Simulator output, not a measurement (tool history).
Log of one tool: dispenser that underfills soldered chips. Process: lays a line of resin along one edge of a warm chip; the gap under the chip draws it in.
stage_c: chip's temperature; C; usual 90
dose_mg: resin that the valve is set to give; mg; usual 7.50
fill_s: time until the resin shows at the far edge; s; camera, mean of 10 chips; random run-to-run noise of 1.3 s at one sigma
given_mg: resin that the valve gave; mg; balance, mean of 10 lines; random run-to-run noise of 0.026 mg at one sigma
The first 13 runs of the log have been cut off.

run   hour  stage_c  dose_mg  fill_s  given_mg
      90.6  -- new syringe of resin
 14   94.0       90     7.50   133.8      7.34
 15   98.7       83     7.50   197.5      7.39
 16  102.6       83     7.50   213.1      7.32
 17  107.2       83     7.50   236.6      7.37
     109.6  -- new syringe of resin
 18  115.7       90     9.50   138.2      9.35
 19  124.2       90     9.50   170.3      9.26
     128.6  -- new syringe of resin
 20  131.6       76     7.78   225.1      7.58
     135.5  -- dispensing valve cleaned and set on the balance
 21  141.8       79     7.50   255.1      7.51
     148.4  -- new syringe of resin
 22  150.7       98     6.44    97.1      6.45
 23  156.7       87     6.44   172.7      6.40
 24  161.8       87     6.44   190.8      6.40
     167.5  -- new syringe of resin
 25  168.1      100     8.40    80.4      8.34
 26  174.3       83     7.86   186.2      7.83
 27  183.0       83     9.08   220.1      8.95
     186.2  -- new syringe of resin
 28  191.1       92     6.72   133.5      6.67
 29  194.9       92     6.72   143.8      6.59
 30  199.8       81     6.42   255.2      6.32
     205.4  -- new syringe of resin
 31  209.2       81     6.42   203.3      6.31
 32  214.1       90     7.77   149.0      7.62
 33  222.5       90     7.77   179.3      7.65
     224.6  -- new syringe of resin
 34  229.2       83     7.82   177.7      7.63
 35  237.4       94     7.43   140.9      7.24

Alternative continuations, all from the tool just after run 35; predict every row:
     243.6  -- new syringe of resin
  A  246.3       94     7.43       ?         ?
     243.6  -- new syringe of resin
  B  246.3      101     9.36       ?         ?
     243.6  -- new syringe of resin
  C  246.3       97     8.03       ?         ?

run  fill_s  given_mg
  A   111.2      7.29
  B    83.0      9.14
  C    98.2      7.86
With the hidden condition removed and each run's random variation left untouched, the same runs would have given:
run  fill_s  given_mg
  A   105.0      7.47
  B    78.5      9.38
  C    92.9      8.05

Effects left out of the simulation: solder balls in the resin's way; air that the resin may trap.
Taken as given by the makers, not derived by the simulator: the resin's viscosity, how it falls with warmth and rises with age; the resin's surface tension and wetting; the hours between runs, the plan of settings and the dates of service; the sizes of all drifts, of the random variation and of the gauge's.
